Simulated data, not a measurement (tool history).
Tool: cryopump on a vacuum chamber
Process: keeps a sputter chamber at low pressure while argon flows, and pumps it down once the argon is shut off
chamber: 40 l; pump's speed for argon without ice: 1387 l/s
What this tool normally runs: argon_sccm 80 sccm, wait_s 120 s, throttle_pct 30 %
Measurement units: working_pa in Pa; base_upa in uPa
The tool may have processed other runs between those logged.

run 1 hour=0.0 | argon_sccm=80 wait_s=120 throttle_pct=30 | working_pa=0.3265 base_upa=2.79
run 2 hour=18.9 | argon_sccm=80 wait_s=47 throttle_pct=30 | working_pa=0.3266 base_upa=3.93
run 3 hour=43.3 | argon_sccm=80 wait_s=47 throttle_pct=30 | working_pa=0.3269 base_upa=3.99
run 4 hour=78.6 | argon_sccm=80 wait_s=47 throttle_pct=30 | working_pa=0.3276 base_upa=4.06
run 5 hour=97.2 | argon_sccm=80 wait_s=47 throttle_pct=30 | working_pa=0.3257 base_upa=3.97
run 6 hour=122.2 | argon_sccm=80 wait_s=47 throttle_pct=30 | working_pa=0.3294 base_upa=3.99
run 7 hour=153.7 | argon_sccm=80 wait_s=47 throttle_pct=30 | working_pa=0.3280 base_upa=4.13
run 8 hour=185.8 | argon_sccm=80 wait_s=120 throttle_pct=21 | working_pa=0.4673 base_upa=3.00
run 9 hour=216.4 | argon_sccm=80 wait_s=120 throttle_pct=40 | working_pa=0.2474 base_upa=3.00
run 10 hour=232.9 | argon_sccm=80 wait_s=120 throttle_pct=30 | working_pa=0.3299 base_upa=3.01
run 11 hour=257.9 | argon_sccm=80 wait_s=120 throttle_pct=30 | working_pa=0.3288 base_upa=3.04
run 12 hour=284.6 | argon_sccm=80 wait_s=69 throttle_pct=30 | working_pa=0.3310 base_upa=3.77
run 13 hour=319.6 | argon_sccm=80 wait_s=120 throttle_pct=22 | working_pa=0.4512 base_upa=3.19
run 14 hour=346.4 | argon_sccm=80 wait_s=120 throttle_pct=22 | working_pa=0.4486 base_upa=3.14
run 15 hour=378.7 | argon_sccm=80 wait_s=120 throttle_pct=30 | working_pa=0.3316 base_upa=3.32
run 16 hour=407.2 | argon_sccm=80 wait_s=120 throttle_pct=30 | working_pa=0.3320 base_upa=3.29
run 17 hour=431.3 | argon_sccm=80 wait_s=120 throttle_pct=16 | working_pa=0.6185 base_upa=3.31
run 18 hour=466.7 | argon_sccm=42 wait_s=278 throttle_pct=30 | working_pa=0.1747 base_upa=2.91
run 19 hour=493.6 | argon_sccm=42 wait_s=278 throttle_pct=37 | working_pa=0.1425 base_upa=3.08
run 20 hour=528.9 | argon_sccm=42 wait_s=278 throttle_pct=37 | working_pa=0.1425 base_upa=3.08
run 21 hour=557.7 | argon_sccm=50 wait_s=120 throttle_pct=39 | working_pa=0.1601 base_upa=3.60
run 22 hour=590.8 | argon_sccm=50 wait_s=120 throttle_pct=39 | working_pa=0.1615 base_upa=3.67
run 23 hour=623.0 | argon_sccm=50 wait_s=120 throttle_pct=39 | working_pa=0.1615 base_upa=3.63
run 24 hour=651.1 | argon_sccm=99 wait_s=239 throttle_pct=39 | working_pa=0.3179 base_upa=3.23
run 25 hour=674.5 | argon_sccm=80 wait_s=128 throttle_pct=30 | working_pa=0.3360 base_upa=3.71
run 26 hour=698.5 | argon_sccm=80 wait_s=128 throttle_pct=30 | working_pa=0.3379 base_upa=3.64
run 27 hour=713.5 | argon_sccm=123 wait_s=245 throttle_pct=43 | working_pa=0.3639 base_upa=3.46
run 28 hour=741.9 | argon_sccm=36 wait_s=159 throttle_pct=43 | working_pa=0.1073 base_upa=3.65
run 29 hour=756.9 | argon_sccm=36 wait_s=159 throttle_pct=43 | working_pa=0.1064 base_upa=3.67
run 30 hour=779.0 | argon_sccm=36 wait_s=159 throttle_pct=43 | working_pa=0.1073 base_upa=3.76
run 31 hour=795.5 | argon_sccm=80 wait_s=54 throttle_pct=19 | working_pa=0.5197 base_upa=4.78
run 32 hour=819.7 | argon_sccm=80 wait_s=54 throttle_pct=19 | working_pa=0.5223 base_upa=4.80
run 33 hour=853.7 | argon_sccm=80 wait_s=24 throttle_pct=30 | working_pa=0.3368 base_upa=6.99

Each run again, without the hidden state but with its own random variation kept:
What the log doesn't record here: pump's speed, % of a pump's without ice; cold plate's temperature, K; leak into the chamber, uPa l/s; drift of the gauge itself on working_pa, %; drift of the gauge itself on base_upa, %.
run=1 working_pa=0.3250 base_upa=0.97
run=2 working_pa=0.3249 base_upa=2.12
run=3 working_pa=0.3250 base_upa=2.12
run=4 working_pa=0.3253 base_upa=2.13
run=5 working_pa=0.3232 base_upa=2.06
run=6 working_pa=0.3266 base_upa=2.07
run=7 working_pa=0.3249 base_upa=2.12
run=8 working_pa=0.4638 base_upa=0.95
run=9 working_pa=0.2436 base_upa=0.92
run=10 working_pa=0.3259 base_upa=0.92
run=11 working_pa=0.3246 base_upa=0.93
run=12 working_pa=0.3265 base_upa=1.53
run=13 working_pa=0.4463 base_upa=0.97
run=14 working_pa=0.4435 base_upa=0.92
run=15 working_pa=0.3261 base_upa=0.98
run=16 working_pa=0.3262 base_upa=0.95
run=17 working_pa=0.6123 base_upa=0.93
run=18 working_pa=0.1713 base_upa=0.52
run=19 working_pa=0.1389 base_upa=0.57
run=20 working_pa=0.1387 base_upa=0.54
run=21 working_pa=0.1554 base_upa=0.98
run=22 working_pa=0.1565 base_upa=0.98
run=23 working_pa=0.1563 base_upa=0.96
run=24 working_pa=0.3074 base_upa=0.55
run=25 working_pa=0.3272 base_upa=0.94
run=26 working_pa=0.3287 base_upa=0.92
run=27 working_pa=0.3496 base_upa=0.60
run=28 working_pa=0.1029 base_upa=0.78
run=29 working_pa=0.1020 base_upa=0.78
run=30 working_pa=0.1028 base_upa=0.80
run=31 working_pa=0.5095 base_upa=1.87
run=32 working_pa=0.5118 base_upa=1.86
run=33 working_pa=0.3258 base_upa=3.96
